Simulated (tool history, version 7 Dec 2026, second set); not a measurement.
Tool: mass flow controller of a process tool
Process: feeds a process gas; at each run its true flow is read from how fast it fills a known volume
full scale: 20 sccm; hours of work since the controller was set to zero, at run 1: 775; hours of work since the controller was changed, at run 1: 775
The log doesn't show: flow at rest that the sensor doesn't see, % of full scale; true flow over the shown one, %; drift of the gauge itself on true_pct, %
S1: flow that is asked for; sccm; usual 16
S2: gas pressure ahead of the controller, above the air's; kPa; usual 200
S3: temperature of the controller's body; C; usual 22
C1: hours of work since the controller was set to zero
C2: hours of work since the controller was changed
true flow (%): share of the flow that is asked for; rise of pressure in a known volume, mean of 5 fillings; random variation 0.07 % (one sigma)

{"run": 1, "hour": 0.0, "S1": 16, "S2": 200, "S3": 22, "C1": 775, "C2": 775, "true flow (%)": 99.29}
{"run": 2, "hour": 111.4, "S1": 16, "S2": 200, "S3": 22, "C1": 824, "C2": 824, "true flow (%)": 99.5}
{"run": 3, "hour": 182.0, "S1": 3, "S2": 200, "S3": 22, "C1": 854, "C2": 854, "true flow (%)": 97.63}
{"run": 4, "hour": 270.1, "S1": 3, "S2": 200, "S3": 22, "C1": 893, "C2": 893, "true flow (%)": 97.6}
{"run": 5, "hour": 431.0, "S1": 3, "S2": 200, "S3": 22, "C1": 963, "C2": 963, "true flow (%)": 97.78}
{"run": 6, "hour": 588.0, "S1": 9, "S2": 200, "S3": 22, "C1": 1032, "C2": 1032, "true flow (%)": 98.75}
{"run": 7, "hour": 717.4, "S1": 9, "S2": 200, "S3": 22, "C1": 1088, "C2": 1088, "true flow (%)": 98.73}
{"run": 8, "hour": 837.6, "S1": 16, "S2": 200, "S3": 22, "C1": 1140, "C2": 1140, "true flow (%)": 99.88}
{"run": 9, "hour": 953.7, "S1": 16, "S2": 200, "S3": 22, "C1": 1191, "C2": 1191, "true flow (%)": 100.16}
{"run": 10, "hour": 1036.1, "S1": 16, "S2": 200, "S3": 22, "C1": 1227, "C2": 1227, "true flow (%)": 100.1}
{"run": 11, "hour": 1198.1, "S1": 16, "S2": 200, "S3": 22, "C1": 1298, "C2": 1298, "true flow (%)": 100.23}
{"run": 12, "hour": 1303.2, "S1": 16, "S2": 200, "S3": 22, "C1": 1343, "C2": 1343, "true flow (%)": 100.24}
{"run": 13, "hour": 1446.2, "S1": 17, "S2": 200, "S3": 22, "C1": 1406, "C2": 1406, "true flow (%)": 100.53}
{"run": 14, "hour": 1529.8, "S1": 17, "S2": 200, "S3": 22, "C1": 1442, "C2": 1442, "true flow (%)": 100.53}
{"run": 15, "hour": 1659.8, "S1": 17, "S2": 200, "S3": 22, "C1": 1499, "C2": 1499, "true flow (%)": 100.69}
{"run": 16, "hour": 1759.3, "S1": 16, "S2": 200, "S3": 22, "C1": 1542, "C2": 1542, "true flow (%)": 100.5}
{"run": 17, "hour": 1845.7, "S1": 16, "S2": 165, "S3": 22, "C1": 1580, "C2": 1580, "true flow (%)": 100.82}
{"run": 18, "hour": 1976.2, "S1": 16, "S2": 246, "S3": 22, "C1": 1637, "C2": 1637, "true flow (%)": 100.62}
{"run": 19, "hour": 2103.4, "S1": 5, "S2": 200, "S3": 22, "C1": 1693, "C2": 1693, "true flow (%)": 99.21}
{"run": 20, "hour": 2223.1, "S1": 5, "S2": 200, "S3": 22, "C1": 1745, "C2": 1745, "true flow (%)": 99.49}
{"run": 21, "hour": 2321.1, "S1": 5, "S2": 200, "S3": 22, "C1": 1787, "C2": 1787, "true flow (%)": 99.37}
{"run": 22, "hour": 2441.2, "S1": 5, "S2": 200, "S3": 22, "C1": 1840, "C2": 1840, "true flow (%)": 99.45}
{"run": 23, "hour": 2507.6, "S1": 5, "S2": 200, "S3": 22, "C1": 1869, "C2": 1869, "true flow (%)": 99.55}
{"run": 24, "hour": 2603.8, "S1": 3, "S2": 200, "S3": 22, "C1": 1911, "C2": 1911, "true flow (%)": 99.32}
{"run": 25, "hour": 2741.8, "S1": 7, "S2": 200, "S3": 34, "C1": 1971, "C2": 1971, "true flow (%)": 100.44}
{"run": 26, "hour": 2843.3, "S1": 11, "S2": 250, "S3": 22, "C1": 2015, "C2": 2015, "true flow (%)": 100.54}
{"run": 27, "hour": 2960.6, "S1": 2, "S2": 200, "S3": 33, "C1": 2066, "C2": 2066, "true flow (%)": 99.75}
{"run": 28, "hour": 3063.1, "S1": 2, "S2": 200, "S3": 33, "C1": 2111, "C2": 2111, "true flow (%)": 100.02}
{"run": 29, "hour": 3156.3, "S1": 16, "S2": 150, "S3": 29, "C1": 2152, "C2": 2152, "true flow (%)": 101.85}
{"run": 30, "hour": 3317.7, "S1": 3, "S2": 200, "S3": 33, "C1": 2222, "C2": 2222, "true flow (%)": 100.28}
{"run": 31, "hour": 3401.3, "S1": 3, "S2": 200, "S3": 33, "C1": 2259, "C2": 2259, "true flow (%)": 100.24}
{"run": 32, "hour": 3528.2, "S1": 9, "S2": 200, "S3": 32, "C1": 2314, "C2": 2314, "true flow (%)": 101.31}
{"run": 33, "hour": 3633.5, "S1": 2, "S2": 266, "S3": 30, "C1": 2360, "C2": 2360, "true flow (%)": 100.02}
{"run": 34, "hour": 3711.2, "S1": 4, "S2": 203, "S3": 29, "C1": 2394, "C2": 2394, "true flow (%)": 100.49}
{"run": 35, "hour": 3852.3, "S1": 16, "S2": 240, "S3": 24, "C1": 2455, "C2": 2455, "true flow (%)": 101.98}
{"hour": 3874.5, "done": "gauge calibrated"}
{"run": 36, "hour": 4000.0, "S1": 16, "S2": 180, "S3": 23, "C1": 2520, "C2": 2520, "true flow (%)": 99.7}
{"run": 37, "hour": 4127.1, "S1": 16, "S2": 180, "S3": 23, "C1": 2575, "C2": 2575, "true flow (%)": 99.59}
{"run": 38, "hour": 4197.3, "S1": 16, "S2": 180, "S3": 23, "C1": 2606, "C2": 2606, "true flow (%)": 99.65}

Hidden state or all else? Some run-to-run changes of true flow (%), split into what the settings, what came in and random variation would give without the hidden state, and what is left for the hidden state (with any gauge scatter that isn't in both results):
Run 2 -> 3: S1 16 -> 3. true flow (%) -1.87: hidden state +0.04, all else -1.91.
Run 28 -> 29: S1 2 -> 16, S2 200 -> 150, S3 33 -> 29. true flow (%) +1.83: hidden state +0.13, all else +1.7.
Run 34 -> 35: S1 4 -> 16, S2 203 -> 240, S3 29 -> 24. true flow (%) +1.49: hidden state +0.14, all else +1.35.
Run 35 -> 36: S2 240 -> 180, S3 24 -> 23, gauge calibrated. true flow (%) -2.28: hidden state -2.63, all else +0.35.
